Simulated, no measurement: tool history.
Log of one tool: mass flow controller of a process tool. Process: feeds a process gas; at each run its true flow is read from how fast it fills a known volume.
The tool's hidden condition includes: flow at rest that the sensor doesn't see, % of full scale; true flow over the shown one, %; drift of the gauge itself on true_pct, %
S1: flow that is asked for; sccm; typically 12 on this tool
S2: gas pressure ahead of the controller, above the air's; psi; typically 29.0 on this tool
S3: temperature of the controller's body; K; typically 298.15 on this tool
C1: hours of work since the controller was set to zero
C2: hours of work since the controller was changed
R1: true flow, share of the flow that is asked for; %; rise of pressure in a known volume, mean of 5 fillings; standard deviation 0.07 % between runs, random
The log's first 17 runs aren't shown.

run,hour,S1,S2,S3,C1,C2,R1
# hour 5953.2: controller exchanged for a calibrated one
18,6154.6,12,29.0,298.15,125,125,99.74
19,6548.4,12,29.0,298.15,368,368,99.78
20,6772.6,12,29.0,298.15,507,507,100.01
21,7271.2,12,29.0,295.15,815,815,100.71
22,7636.4,12,29.0,298.15,1041,1041,100.57
23,8129.1,12,29.0,298.15,1346,1346,100.99
24,8541.8,8,36.5,307.15,1601,1601,99.90
25,8785.1,8,36.5,307.15,1751,1751,100.26
26,9206.2,9,31.3,306.15,2012,2012,100.60
27,9719.1,9,31.3,306.15,2329,2329,100.86
28,10166.8,9,31.3,306.15,2606,2606,101.11

Run 29 comes next. What will it give?
29,10676.8,9,31.3,306.15,2921,2921,?

Run 29 measured R1 101.47 %.
The same run, on a tool lacking any hidden state, would have yielded R1 97.89 %.
